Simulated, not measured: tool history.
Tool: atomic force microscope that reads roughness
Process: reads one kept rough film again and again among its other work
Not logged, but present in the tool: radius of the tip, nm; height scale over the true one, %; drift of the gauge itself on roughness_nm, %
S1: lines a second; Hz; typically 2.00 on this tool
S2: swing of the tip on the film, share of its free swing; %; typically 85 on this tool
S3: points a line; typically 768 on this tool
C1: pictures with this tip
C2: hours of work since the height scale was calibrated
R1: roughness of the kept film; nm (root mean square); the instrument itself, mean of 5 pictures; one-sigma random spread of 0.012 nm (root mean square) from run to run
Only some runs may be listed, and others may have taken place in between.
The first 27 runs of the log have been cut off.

run   hour    S1  S2   S3   C1   C2     R1
 28  330.1  0.79  57  349  260   59  1.514
     338.2  -- new tip fitted
 29  341.6  0.79  57  349    7   67  3.049
 30  351.4  0.79  57  349   29   74  2.811
 31  360.7  0.95  85  294   50   81  2.387
 32  373.1  0.95  85  294   78   90  2.145
 33  384.3  2.00  66  349  103   98  2.058
 34  392.0  2.00  66  349  120  104  1.971
 35  408.4  3.60  76  768  157  116  1.592
 36  421.3  1.15  55  947  186  125  1.782
 37  431.2  1.15  55  947  208  133  1.695
 38  441.9  2.02  71  947  232  140  1.500

Here are 4 independent what-if runs from the current tool condition. What would each one return?
  A  450.8  1.41  85  445  252  147   ?
  B  450.8  2.02  71  987  252  147   ?
  C  450.8  2.00  85  399  252  147   ?
  D  450.8  1.12  71  940  252  147   ?

run     R1
  A  1.377
  B  1.426
  C  1.296
  D  1.507
Had the tool no hidden state, the same runs would have come out as:
run     R1
  A  2.961
  B  3.070
  C  2.792
  D  3.240
